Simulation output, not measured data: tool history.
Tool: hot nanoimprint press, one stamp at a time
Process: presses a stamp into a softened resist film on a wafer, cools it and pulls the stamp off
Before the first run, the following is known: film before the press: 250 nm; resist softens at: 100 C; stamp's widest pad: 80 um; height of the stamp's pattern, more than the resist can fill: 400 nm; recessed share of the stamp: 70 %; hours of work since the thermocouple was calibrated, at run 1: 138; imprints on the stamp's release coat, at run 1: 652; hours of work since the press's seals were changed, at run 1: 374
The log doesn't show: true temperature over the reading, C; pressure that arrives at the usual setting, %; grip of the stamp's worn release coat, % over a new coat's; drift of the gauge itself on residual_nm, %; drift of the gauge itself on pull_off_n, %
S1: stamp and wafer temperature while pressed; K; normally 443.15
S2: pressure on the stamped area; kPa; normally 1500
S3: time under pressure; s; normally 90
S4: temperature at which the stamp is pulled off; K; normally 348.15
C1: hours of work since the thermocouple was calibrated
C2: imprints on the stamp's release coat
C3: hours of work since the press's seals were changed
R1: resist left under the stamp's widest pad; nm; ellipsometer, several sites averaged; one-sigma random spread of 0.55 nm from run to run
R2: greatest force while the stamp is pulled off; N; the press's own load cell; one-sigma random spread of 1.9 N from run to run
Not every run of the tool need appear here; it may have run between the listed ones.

| run | hour | S1 | S2 | S3 | S4 | C1 | C2 | C3 | R1 | R2 |
|---|---|---|---|---|---|---|---|---|---|---|
| 1 | 0 | 443.15 | 1500 | 90 | 348.15 | 138 | 652 | 374 | 94.5 | 138 |
| 2 | 41 | 443.15 | 1170 | 90 | 348.15 | 167 | 755 | 402 | 105.1 | 140 |
| 3 | 77.4 | 443.15 | 1500 | 90 | 343.15 | 192 | 847 | 427 | 93.5 | 147 |
| 4 | 99.9 | 443.15 | 1500 | 90 | 343.15 | 207 | 903 | 443 | 92.4 | 145 |
| 5 | 120.7 | 443.15 | 1500 | 90 | 343.15 | 222 | 956 | 457 | 92.6 | 151 |
| 6 | 157.9 | 443.15 | 1500 | 90 | 348.15 | 247 | 1049 | 483 | 92.6 | 142 |
| 7 | 206.3 | 443.15 | 1500 | 90 | 348.15 | 281 | 1170 | 516 | 92 | 145 |
| 8 | 253.2 | 443.15 | 1500 | 66 | 348.15 | 313 | 1288 | 549 | 103.1 | 149 |
| 9 | 287.7 | 443.15 | 1500 | 66 | 348.15 | 337 | 1375 | 572 | 101.9 | 154 |
| 10 | 332.9 | 443.15 | 1500 | 90 | 348.15 | 368 | 1488 | 604 | 89.3 | 151 |
| 11 | 370.7 | 443.15 | 1500 | 90 | 348.15 | 394 | 1583 | 630 | 88.8 | 152 |
|  | 388.1 | plate thermocouple calibrated |
| 12 | 418.2 | 443.15 | 1500 | 90 | 348.15 | 21 | 1695 | 660 | 98.5 | 157 |
| 13 | 450.5 | 443.15 | 1500 | 90 | 348.15 | 43 | 1776 | 683 | 98.3 | 158 |
| 14 | 471.5 | 443.15 | 1500 | 90 | 348.15 | 58 | 1829 | 697 | 98.4 | 155 |
|  | 484.7 | stamp cleaned and given a new release coat |
| 15 | 507.5 | 443.15 | 1500 | 90 | 348.15 | 78 | 57 | 718 | 97.9 | 126 |
| 16 | 537.7 | 448.15 | 1500 | 90 | 348.15 | 99 | 133 | 739 | 76.9 | 126 |
| 17 | 577.8 | 443.15 | 1520 | 90 | 348.15 | 127 | 234 | 766 | 96.4 | 130 |
| 18 | 600.1 | 443.15 | 1500 | 135 | 348.15 | 142 | 290 | 782 | 80.8 | 129 |
| 19 | 647.3 | 443.15 | 1610 | 90 | 348.15 | 175 | 408 | 814 | 92.7 | 136 |
| 20 | 676.4 | 443.15 | 1190 | 90 | 350.15 | 195 | 481 | 835 | 106.5 | 130 |
| 21 | 714.3 | 439.15 | 1860 | 88 | 354.15 | 221 | 576 | 861 | 105.8 | 129 |
| 22 | 741.6 | 439.15 | 1860 | 88 | 354.15 | 240 | 645 | 880 | 106.8 | 132 |
| 23 | 786.2 | 439.15 | 2310 | 64 | 354.15 | 271 | 757 | 910 | 107.9 | 131 |
| 24 | 807 | 442.15 | 1500 | 120 | 348.15 | 285 | 809 | 925 | 86.3 | 140 |
| 25 | 841.7 | 442.15 | 1500 | 120 | 348.15 | 309 | 896 | 949 | 85.2 | 140 |
| 26 | 885.9 | 433.15 | 1500 | 78 | 348.15 | 340 | 1007 | 979 | 154.8 | 146 |
| 27 | 926.1 | 433.15 | 1500 | 78 | 348.15 | 367 | 1108 | 1007 | 154.2 | 143 |
| 28 | 960.6 | 446.15 | 1500 | 57 | 334.15 | 391 | 1195 | 1031 | 95.5 | 160 |
|  | 983.8 | plate thermocouple calibrated |
| 29 | 1001.2 | 446.15 | 1500 | 57 | 334.15 | 12 | 1289 | 1057 | 104.4 | 168 |
| 30 | 1043.2 | 443.15 | 1500 | 166 | 348.15 | 41 | 1395 | 1086 | 76.3 | 154 |
| 31 | 1077.5 | 439.15 | 1040 | 74 | 343.15 | 65 | 1481 | 1109 | 146.1 | 157 |

Predict each of these 3 candidate next runs independently; none follows another, all start after run 31:
| A | 1105.8 | 438.15 | 1240 | 47 | 348.15 | 84 | 1552 | 1129 | ? | ? |
| B | 1105.8 | 439.15 | 2150 | 117 | 342.15 | 84 | 1552 | 1129 | ? | ? |
| C | 1105.8 | 443.15 | 1370 | 147 | 337.15 | 84 | 1552 | 1129 | ? | ? |

| run | R1 | R2 |
|---|---|---|
| A | 165.4 | 156 |
| B | 92.8 | 162 |
| C | 82.9 | 168 |
Without the tool's hidden state the same runs would have given:
| run | R1 | R2 |
|---|---|---|
| A | 166 | 128 |
| B | 92.6 | 133 |
| C | 83.1 | 138 |
